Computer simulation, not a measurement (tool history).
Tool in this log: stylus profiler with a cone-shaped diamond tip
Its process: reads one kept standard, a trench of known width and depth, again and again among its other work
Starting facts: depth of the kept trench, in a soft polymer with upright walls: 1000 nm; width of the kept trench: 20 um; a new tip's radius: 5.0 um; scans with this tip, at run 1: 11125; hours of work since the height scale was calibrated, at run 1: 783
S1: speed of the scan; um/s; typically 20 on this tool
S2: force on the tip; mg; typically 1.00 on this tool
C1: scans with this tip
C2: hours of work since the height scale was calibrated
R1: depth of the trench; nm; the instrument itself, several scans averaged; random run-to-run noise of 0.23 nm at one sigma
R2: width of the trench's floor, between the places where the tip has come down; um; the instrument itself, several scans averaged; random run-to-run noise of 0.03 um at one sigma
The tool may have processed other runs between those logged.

| run | hour | S1 | S2 | C1 | C2 | R1 | R2 |
|---|---|---|---|---|---|---|---|
| 1 | 0.0 | 20 | 1.00 | 11125 | 783 | 1009.12 | 13.77 |
| 2 | 58.5 | 20 | 1.00 | 11468 | 807 | 1008.95 | 13.77 |
| 3 | 157.4 | 20 | 1.00 | 12048 | 848 | 1008.99 | 13.76 |
| 4 | 215.2 | 22 | 1.00 | 12387 | 872 | 1008.88 | 13.77 |
| 5 | 290.1 | 20 | 1.48 | 12827 | 903 | 1011.59 | 13.82 |
| 6 | 354.5 | 20 | 1.48 | 13205 | 929 | 1011.75 | 13.74 |
| 7 | 478.9 | 20 | 1.48 | 13934 | 981 | 1011.78 | 13.84 |
| 8 | 551.3 | 20 | 1.48 | 14359 | 1010 | 1011.86 | 13.84 |
| 9 | 616.5 | 20 | 1.48 | 14741 | 1037 | 1011.81 | 13.82 |
| 10 | 744.9 | 51 | 1.00 | 15495 | 1090 | 1008.69 | 13.51 |
| 11 | 858.3 | 20 | 0.74 | 16160 | 1137 | 1007.13 | 13.73 |
|  | 911.0 | new tip fitted, height scale calibrated |
| 12 | 922.2 | 20 | 0.74 | 66 | 5 | 1007.16 | 13.79 |
| 13 | 1028.2 | 20 | 0.74 | 688 | 48 | 1007.46 | 13.80 |
| 14 | 1114.0 | 20 | 1.65 | 1192 | 84 | 1012.62 | 13.91 |
| 15 | 1228.5 | 20 | 1.65 | 1863 | 131 | 1012.77 | 13.91 |
| 16 | 1314.9 | 64 | 1.00 | 2370 | 167 | 1008.77 | 13.45 |
| 17 | 1436.7 | 28 | 1.97 | 3085 | 217 | 1013.85 | 13.82 |
| 18 | 1548.7 | 10 | 1.00 | 3742 | 263 | 1008.91 | 13.92 |
| 19 | 1604.2 | 10 | 1.00 | 4068 | 286 | 1009.06 | 13.86 |
| 20 | 1695.6 | 10 | 1.00 | 4604 | 324 | 1008.77 | 13.89 |
| 21 | 1781.9 | 12 | 1.00 | 5110 | 360 | 1008.67 | 13.87 |
| 22 | 1855.6 | 66 | 2.45 | 5542 | 390 | 1016.29 | 13.69 |
| 23 | 1986.5 | 8 | 0.39 | 6310 | 444 | 1004.59 | 13.88 |
| 24 | 2095.6 | 27 | 0.34 | 6950 | 489 | 1004.25 | 13.61 |
| 25 | 2193.2 | 27 | 0.34 | 7523 | 529 | 1004.06 | 13.59 |
| 26 | 2260.1 | 27 | 0.34 | 7916 | 557 | 1004.08 | 13.64 |
| 27 | 2374.5 | 27 | 0.34 | 8586 | 604 | 1004.57 | 13.59 |
| 28 | 2503.9 | 9 | 2.24 | 9346 | 658 | 1015.13 | 13.92 |
| 29 | 2563.8 | 24 | 1.84 | 9697 | 682 | 1013.86 | 13.84 |
| 30 | 2694.4 | 24 | 1.19 | 10463 | 736 | 1009.77 | 13.82 |

Forecast each of these 5 alternatives for the next run:
| A | 2822.8 | 32 | 1.01 | 11217 | 789 | ? | ? |
| B | 2822.8 | 24 | 0.66 | 11217 | 789 | ? | ? |
| C | 2822.8 | 14 | 1.00 | 11217 | 789 | ? | ? |
| D | 2822.8 | 42 | 0.46 | 11217 | 789 | ? | ? |
| E | 2822.8 | 7 | 1.73 | 11217 | 789 | ? | ? |

| run | R1 | R2 |
|---|---|---|
| A | 1008.62 | 13.71 |
| B | 1007.06 | 13.72 |
| C | 1009.02 | 13.90 |
| D | 1005.28 | 13.45 |
| E | 1012.90 | 13.94 |
With no hidden state in the tool, these same runs would have given:
| run | R1 | R2 |
|---|---|---|
| A | 1008.63 | 13.73 |
| B | 1007.07 | 13.74 |
| C | 1009.03 | 13.92 |
| D | 1005.29 | 13.48 |
| E | 1012.91 | 13.96 |

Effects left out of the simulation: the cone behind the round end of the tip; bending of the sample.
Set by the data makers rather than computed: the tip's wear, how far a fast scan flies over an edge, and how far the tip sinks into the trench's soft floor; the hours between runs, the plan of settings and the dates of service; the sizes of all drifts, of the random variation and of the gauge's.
